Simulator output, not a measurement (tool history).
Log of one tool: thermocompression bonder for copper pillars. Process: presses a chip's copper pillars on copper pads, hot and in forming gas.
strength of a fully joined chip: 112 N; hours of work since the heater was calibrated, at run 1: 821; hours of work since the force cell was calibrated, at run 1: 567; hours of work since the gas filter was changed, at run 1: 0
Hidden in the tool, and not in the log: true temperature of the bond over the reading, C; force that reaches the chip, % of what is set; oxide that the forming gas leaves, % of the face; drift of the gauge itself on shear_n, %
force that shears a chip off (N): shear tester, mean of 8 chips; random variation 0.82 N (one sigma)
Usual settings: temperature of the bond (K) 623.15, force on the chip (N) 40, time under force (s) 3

run	hour	temperature of the bond (K)	force on the chip (N)	time under force (s)	hours of work since the heater was calibrated	hours of work since the force cell was calibrated	hours of work since the gas filter was changed	force that shears a chip off (N)
1	0	623.15	40	3	821	567	0	61
2	71.1	623.15	40	3	870	616	49	58.8
3	110	617.15	40	3	897	643	76	55.7
# hour 127.6: heater calibrated with a thermocouple chip
4	190.7	623.15	40	2	44	697	130	50
5	284.6	623.15	40	2	108	762	195	47.6
# hour 350: heater calibrated with a thermocouple chip, once more
6	359.9	623.15	40	3	7	812	246	62.2
7	450.3	623.15	40	3	69	875	308	61
8	496.7	604.15	47	2	101	907	340	48.7
# hour 574.1: forming gas filter changed
9	576.2	604.15	47	2	156	961	1	54.2
10	619.2	623.15	34	3	185	991	31	57.4
11	701.4	623.15	40	2	242	1048	88	56.8
12	789.1	635.15	47	2	303	1108	148	67.4
13	831.1	623.15	29	2	332	1137	177	43.6

Forecast each of these 5 alternatives for the next run:
A	881.4	646.15	24	2	367	1172	212	?
B	881.4	623.15	28	2	367	1172	212	?
C	881.4	630.15	37	2	367	1172	212	?
D	881.4	623.15	40	5	367	1172	212	?
E	881.4	643.15	40	3	367	1172	212	?

run	force that shears a chip off (N)
A	46
B	42.3
C	53.9
D	71.6
E	72.9
Without the tool's hidden state the same runs would have given:
run	force that shears a chip off (N)
A	48.4
B	44.7
C	56.9
D	75.7
E	76.9

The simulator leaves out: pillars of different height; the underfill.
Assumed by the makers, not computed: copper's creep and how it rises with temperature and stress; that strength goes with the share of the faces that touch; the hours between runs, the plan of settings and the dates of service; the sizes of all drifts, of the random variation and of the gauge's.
